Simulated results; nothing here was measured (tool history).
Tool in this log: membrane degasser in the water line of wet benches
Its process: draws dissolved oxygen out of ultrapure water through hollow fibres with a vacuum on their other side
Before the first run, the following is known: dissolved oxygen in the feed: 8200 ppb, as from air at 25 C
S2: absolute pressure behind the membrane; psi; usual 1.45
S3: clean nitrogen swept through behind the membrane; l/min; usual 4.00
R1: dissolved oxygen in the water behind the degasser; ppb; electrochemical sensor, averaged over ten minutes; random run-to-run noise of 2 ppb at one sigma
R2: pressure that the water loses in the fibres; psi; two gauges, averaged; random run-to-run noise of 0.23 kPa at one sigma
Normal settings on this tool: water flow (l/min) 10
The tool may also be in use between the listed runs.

{"run": 1, "day": 0.0, "water flow (l/min)": 10, "S2": 1.45, "S3": 4.0, "R1": 195.4, "R2": 8.432}
{"run": 2, "day": 2.167, "water flow (l/min)": 10, "S2": 1.45, "S3": 4.0, "R1": 197.5, "R2": 8.367}
{"run": 3, "day": 6.742, "water flow (l/min)": 10, "S2": 2.77, "S3": 4.0, "R1": 249.4, "R2": 8.438}
{"run": 4, "day": 9.592, "water flow (l/min)": 10, "S2": 3.05, "S3": 4.0, "R1": 264.5, "R2": 8.388}
{"run": 5, "day": 12.908, "water flow (l/min)": 10, "S2": 1.45, "S3": 4.0, "R1": 198.1, "R2": 8.364}
{"run": 6, "day": 15.833, "water flow (l/min)": 10, "S2": 2.32, "S3": 4.0, "R1": 236.1, "R2": 8.392}
{"run": 7, "day": 18.192, "water flow (l/min)": 10, "S2": 1.45, "S3": 7.72, "R1": 175.2, "R2": 8.415}
{"run": 8, "day": 21.704, "water flow (l/min)": 10, "S2": 1.45, "S3": 7.72, "R1": 179.7, "R2": 8.405}
{"run": 9, "day": 23.738, "water flow (l/min)": 10, "S2": 1.94, "S3": 7.72, "R1": 187.1, "R2": 8.367}
{"run": 10, "day": 27.679, "water flow (l/min)": 10, "S2": 1.94, "S3": 7.72, "R1": 186.8, "R2": 8.328}
{"run": 11, "day": 32.492, "water flow (l/min)": 8, "S2": 2.78, "S3": 4.44, "R1": 167.1, "R2": 6.662}

What will run 12 give?
{"run": 12, "day": 36.892, "water flow (l/min)": 13, "S2": 1.87, "S3": 4.89, "R1": "?", "R2": "?"}

{"run 12": {"R1": 299.2, "R2": 10.917}}
Had the tool carried no hidden state, the very same run would have given R1 298.9 ppb, R2 10.914 psi.
